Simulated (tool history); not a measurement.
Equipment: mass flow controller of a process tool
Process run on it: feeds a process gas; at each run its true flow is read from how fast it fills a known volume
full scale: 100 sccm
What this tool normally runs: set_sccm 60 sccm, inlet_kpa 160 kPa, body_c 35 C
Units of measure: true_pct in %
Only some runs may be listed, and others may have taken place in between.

{"run": 1, "hour": 0.0, "set_sccm": 60, "inlet_kpa": 160, "body_c": 35, "true_pct": 99.69}
{"run": 2, "hour": 255.8, "set_sccm": 60, "inlet_kpa": 160, "body_c": 35, "true_pct": 99.52}
{"run": 3, "hour": 766.5, "set_sccm": 60, "inlet_kpa": 160, "body_c": 35, "true_pct": 99.77}
{"run": 4, "hour": 991.1, "set_sccm": 60, "inlet_kpa": 160, "body_c": 35, "true_pct": 99.85}
{"run": 5, "hour": 1259.7, "set_sccm": 60, "inlet_kpa": 160, "body_c": 27, "true_pct": 100.43}
{"run": 6, "hour": 1492.5, "set_sccm": 89, "inlet_kpa": 160, "body_c": 35, "true_pct": 100.59}
{"run": 7, "hour": 1853.4, "set_sccm": 58, "inlet_kpa": 160, "body_c": 35, "true_pct": 100.02}
{"run": 8, "hour": 2119.2, "set_sccm": 58, "inlet_kpa": 160, "body_c": 35, "true_pct": 99.93}
{"run": 9, "hour": 2502.0, "set_sccm": 58, "inlet_kpa": 160, "body_c": 35, "true_pct": 100.12}
{"run": 10, "hour": 2854.8, "set_sccm": 58, "inlet_kpa": 160, "body_c": 35, "true_pct": 100.18}
{"run": 11, "hour": 3061.8, "set_sccm": 17, "inlet_kpa": 160, "body_c": 35, "true_pct": 101.67}
{"run": 12, "hour": 3570.7, "set_sccm": 17, "inlet_kpa": 160, "body_c": 35, "true_pct": 101.84}
{"run": 13, "hour": 3904.7, "set_sccm": 17, "inlet_kpa": 160, "body_c": 35, "true_pct": 102.2}
{"run": 14, "hour": 4268.6, "set_sccm": 17, "inlet_kpa": 160, "body_c": 35, "true_pct": 102.27}
{"run": 15, "hour": 4745.1, "set_sccm": 17, "inlet_kpa": 160, "body_c": 35, "true_pct": 102.48}
{"run": 16, "hour": 5126.1, "set_sccm": 73, "inlet_kpa": 213, "body_c": 31, "true_pct": 101.04}
{"run": 17, "hour": 5557.2, "set_sccm": 73, "inlet_kpa": 213, "body_c": 31, "true_pct": 101.2}
{"run": 18, "hour": 5836.1, "set_sccm": 73, "inlet_kpa": 213, "body_c": 31, "true_pct": 101.22}
{"run": 19, "hour": 6046.6, "set_sccm": 73, "inlet_kpa": 213, "body_c": 31, "true_pct": 101.22}
{"run": 20, "hour": 6423.8, "set_sccm": 18, "inlet_kpa": 150, "body_c": 35, "true_pct": 103.27}
{"run": 21, "hour": 6686.1, "set_sccm": 34, "inlet_kpa": 160, "body_c": 25, "true_pct": 102.24}
{"run": 22, "hour": 7015.4, "set_sccm": 60, "inlet_kpa": 157, "body_c": 28, "true_pct": 101.8}
{"run": 23, "hour": 7262.5, "set_sccm": 24, "inlet_kpa": 157, "body_c": 28, "true_pct": 103.07}
{"hour": 7507.7, "done": "controller's zero set anew"}
{"run": 24, "hour": 7611.5, "set_sccm": 24, "inlet_kpa": 157, "body_c": 28, "true_pct": 99.38}
{"run": 25, "hour": 8027.8, "set_sccm": 10, "inlet_kpa": 235, "body_c": 31, "true_pct": 99.04}
{"run": 26, "hour": 8257.0, "set_sccm": 10, "inlet_kpa": 235, "body_c": 31, "true_pct": 99.19}
{"run": 27, "hour": 8561.6, "set_sccm": 57, "inlet_kpa": 186, "body_c": 39, "true_pct": 99.85}

Some steps in true_pct between neighbouring runs. How much of each would the tool show without its hidden state too (settings, what came in, random variation), and how much is left for the hidden state, with any gauge scatter that isn't in both results?
The hidden state here: flow at rest that the sensor doesn't see, % of full scale; true flow over the shown one, %; drift of the gauge itself on true_pct, %.
Run 19 -> 20: set_sccm 73 -> 18, inlet_kpa 213 -> 150, body_c 31 -> 35. true_pct +2.05 %: hidden state +3.69, all else -1.64.
Run 23 -> 24: controller's zero set anew. true_pct -3.69 %: hidden state -3.64, all else -0.05.
